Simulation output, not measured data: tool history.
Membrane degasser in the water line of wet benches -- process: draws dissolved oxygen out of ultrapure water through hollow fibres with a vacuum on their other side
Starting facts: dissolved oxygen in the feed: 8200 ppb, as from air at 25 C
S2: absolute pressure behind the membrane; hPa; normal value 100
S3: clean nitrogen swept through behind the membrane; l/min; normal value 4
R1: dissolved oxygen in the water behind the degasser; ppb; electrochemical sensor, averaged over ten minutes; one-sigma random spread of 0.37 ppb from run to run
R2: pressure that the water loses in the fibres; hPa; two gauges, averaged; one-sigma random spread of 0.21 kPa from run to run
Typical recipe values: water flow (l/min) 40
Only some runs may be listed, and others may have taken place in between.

Run 1, hour 0: usual settings. Result: R1 159.3 ppb, R2 501.1 hPa.
Run 2, hour 31.1: usual settings. Result: R1 160 ppb, R2 497.2 hPa.
Run 3, hour 75.6: usual settings. Result: R1 159.7 ppb, R2 499.4 hPa.
Run 4, hour 117.6: usual settings but S2 122 hPa. Result: R1 208.9 ppb, R2 497.1 hPa.
Run 5, hour 148.1: usual settings but water flow (l/min) 33, S2 122 hPa. Result: R1 174.4 ppb, R2 408.4 hPa.
Run 6, hour 201.4: usual settings but water flow (l/min) 39. Result: R1 155.9 ppb, R2 485.3 hPa.
Run 7, hour 244.6: usual settings but water flow (l/min) 39. Result: R1 155.7 ppb, R2 480.4 hPa.
Run 8, hour 299.9: usual settings but water flow (l/min) 39. Result: R1 155.7 ppb, R2 481.4 hPa.
Run 9, hour 355.8: usual settings but water flow (l/min) 39. Result: R1 155.7 ppb, R2 481.5 hPa.
Run 10, hour 409.4: usual settings but water flow (l/min) 39. Result: R1 156.1 ppb, R2 479.6 hPa.
Run 11, hour 454.1: usual settings but water flow (l/min) 39. Result: R1 155.8 ppb, R2 480.2 hPa.
Run 12, hour 508.7: usual settings but water flow (l/min) 39. Result: R1 155.9 ppb, R2 483 hPa.
Run 13, hour 534.2: usual settings but water flow (l/min) 39. Result: R1 156.1 ppb, R2 484.7 hPa.
Run 14, hour 580.6: usual settings but water flow (l/min) 39. Result: R1 155.2 ppb, R2 477.6 hPa.
Run 15, hour 611.7: usual settings but S2 67 hPa. Result: R1 83.7 ppb, R2 491.1 hPa.
Run 16, hour 644.7: usual settings. Result: R1 159.6 ppb, R2 485.7 hPa.
Run 17, hour 691.9: usual settings. Result: R1 160 ppb, R2 493.3 hPa.
Run 18, hour 722: usual settings but S3 3.66 l/min. Result: R1 172.2 ppb, R2 488.1 hPa.
Run 19, hour 758.3: usual settings but water flow (l/min) 63, S2 225 hPa, S3 4.89 l/min. Result: R1 560.3 ppb, R2 771.2 hPa.
Run 20, hour 798.3: usual settings but water flow (l/min) 26, S2 224 hPa, S3 4.89 l/min. Result: R1 240.9 ppb, R2 316.5 hPa.
At hour 825.2: gauge calibrated.
Run 21, hour 827: usual settings but S2 96 hPa. Result: R1 150.6 ppb, R2 499.2 hPa.
Run 22, hour 871.5: usual settings but S2 96 hPa. Result: R1 150.6 ppb, R2 500.8 hPa.
Run 23, hour 914.5: usual settings but S2 140 hPa, S3 7.71 l/min. Result: R1 136 ppb, R2 494 hPa.
Run 24, hour 944.6: usual settings but S2 67 hPa, S3 7.09 l/min. Result: R1 49.6 ppb, R2 492.7 hPa.
Run 25, hour 973: usual settings but S2 81 hPa, S3 4.03 l/min. Result: R1 115.2 ppb, R2 498.2 hPa.
Run 26, hour 1021.5: usual settings but water flow (l/min) 33, S2 222 hPa, S3 1.7 l/min. Result: R1 758.8 ppb, R2 409.8 hPa.
Run 27, hour 1050.6: usual settings but water flow (l/min) 27, S2 222 hPa, S3 1.7 l/min. Result: R1 640.3 ppb, R2 331.6 hPa.
Run 28, hour 1093.5: usual settings but water flow (l/min) 27, S2 222 hPa, S3 1.7 l/min. Result: R1 640.8 ppb, R2 336.2 hPa.
Run 29, hour 1138.9: usual settings but S2 209 hPa, S3 9.34 l/min. Result: R1 184 ppb, R2 493.9 hPa.
Run 30, hour 1174.1: usual settings but water flow (l/min) 26, S2 238 hPa, S3 10.05 l/min. Result: R1 130.4 ppb, R2 323.1 hPa.
Run 31, hour 1199.1: usual settings but S2 63 hPa, S3 7.15 l/min. Result: R1 43.8 ppb, R2 492.5 hPa.
Run 32, hour 1255.9: usual settings but S2 63 hPa, S3 7.15 l/min. Result: R1 43.6 ppb, R2 490 hPa.

Here are 3 independent what-if runs from the current tool condition. What would each one return?
Run A, hour 1301: usual settings but S3 10.01 l/min. Result: R1 ?, R2 ?.
Run B, hour 1301: usual settings but water flow (l/min) 52, S2 67 hPa, S3 3.49 l/min. Result: R1 ?, R2 ?.
Run C, hour 1301: usual settings but S2 62 hPa, S3 7.15 l/min. Result: R1 ?, R2 ?.

run     R1     R2
  A   67.9    494
  B  125.5  637.7
  C   42.3  489.6
Take away the tool's hidden state, keep each run's random variation, and the runs would have read:
run     R1     R2
  A   67.9  500.5
  B  125.5  646.3
  C   42.3  496.2

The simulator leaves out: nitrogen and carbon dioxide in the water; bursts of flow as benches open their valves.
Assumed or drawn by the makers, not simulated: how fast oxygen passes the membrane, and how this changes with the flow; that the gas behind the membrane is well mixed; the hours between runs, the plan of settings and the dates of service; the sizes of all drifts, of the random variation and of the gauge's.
